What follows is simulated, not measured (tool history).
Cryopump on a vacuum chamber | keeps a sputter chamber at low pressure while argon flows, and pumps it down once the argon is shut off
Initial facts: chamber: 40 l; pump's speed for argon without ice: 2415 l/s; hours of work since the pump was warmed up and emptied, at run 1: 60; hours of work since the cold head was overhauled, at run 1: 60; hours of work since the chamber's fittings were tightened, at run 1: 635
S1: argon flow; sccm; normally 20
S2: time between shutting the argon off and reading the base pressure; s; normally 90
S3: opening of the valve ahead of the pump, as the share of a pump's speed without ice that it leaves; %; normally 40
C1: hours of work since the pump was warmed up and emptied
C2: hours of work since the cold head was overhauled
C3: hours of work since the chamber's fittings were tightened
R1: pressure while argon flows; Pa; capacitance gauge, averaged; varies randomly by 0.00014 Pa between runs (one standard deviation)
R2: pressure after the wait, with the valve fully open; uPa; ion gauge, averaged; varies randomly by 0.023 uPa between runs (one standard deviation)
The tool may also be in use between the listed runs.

| run | hour | S1 | S2 | S3 | C1 | C2 | C3 | R1 | R2 |
|---|---|---|---|---|---|---|---|---|---|
| 1 | 0 | 20 | 90 | 40 | 60 | 60 | 635 | 0.0354 | 0.99 |
| 2 | 13.4 | 20 | 90 | 40 | 67 | 67 | 641 | 0.0355 | 1.05 |
| 3 | 21.3 | 20 | 90 | 40 | 70 | 70 | 645 | 0.0352 | 0.99 |
| 4 | 28.3 | 20 | 90 | 40 | 74 | 74 | 649 | 0.0354 | 1.03 |
| 5 | 36.8 | 20 | 90 | 40 | 78 | 78 | 653 | 0.0353 | 1.06 |
| 6 | 51 | 20 | 90 | 40 | 85 | 85 | 660 | 0.0355 | 1.02 |
| 7 | 57.3 | 20 | 90 | 40 | 88 | 88 | 663 | 0.0354 | 1.05 |
| 8 | 68.5 | 20 | 296 | 40 | 94 | 94 | 669 | 0.0353 | 0.59 |
| 9 | 81.6 | 20 | 296 | 40 | 100 | 100 | 675 | 0.0354 | 0.64 |
| 10 | 94.9 | 20 | 296 | 40 | 107 | 107 | 682 | 0.0354 | 0.59 |
| 11 | 107.4 | 20 | 296 | 40 | 113 | 113 | 688 | 0.0354 | 0.62 |
| 12 | 116.8 | 20 | 90 | 40 | 118 | 118 | 693 | 0.0353 | 1 |
| 13 | 130.3 | 20 | 90 | 40 | 124 | 124 | 699 | 0.0356 | 0.99 |
| 14 | 138.5 | 20 | 90 | 40 | 128 | 128 | 703 | 0.0354 | 1.08 |
| 15 | 145.3 | 20 | 90 | 40 | 132 | 132 | 707 | 0.0353 | 1.07 |
| 16 | 157.6 | 20 | 90 | 40 | 138 | 138 | 713 | 0.0353 | 1.07 |
| 17 | 172.1 | 35 | 90 | 40 | 145 | 145 | 720 | 0.0622 | 1.06 |
| 18 | 182.5 | 20 | 57 | 40 | 150 | 150 | 725 | 0.0354 | 1.43 |
| 19 | 195.1 | 20 | 57 | 40 | 157 | 157 | 731 | 0.0359 | 1.46 |
| 20 | 202.9 | 20 | 57 | 40 | 160 | 160 | 735 | 0.0355 | 1.35 |
| 21 | 216.5 | 25 | 120 | 25 | 167 | 167 | 742 | 0.0708 | 0.89 |
| 22 | 230.9 | 9 | 198 | 35 | 174 | 174 | 749 | 0.0184 | 0.71 |
| 23 | 241.8 | 13 | 141 | 40 | 180 | 180 | 754 | 0.0233 | 0.85 |

Run 24, settings as shown, results not yet in. Your forecast:
| 24 | 253.6 | 21 | 60 | 17 | 186 | 186 | 760 | ? | ? |

{"run 24": {"R1": 0.0869, "R2": 1.42}}
With the hidden condition absent and the run-to-run variation left alone, this run would have shown R1 0.0863 Pa, R2 1.1 uPa.
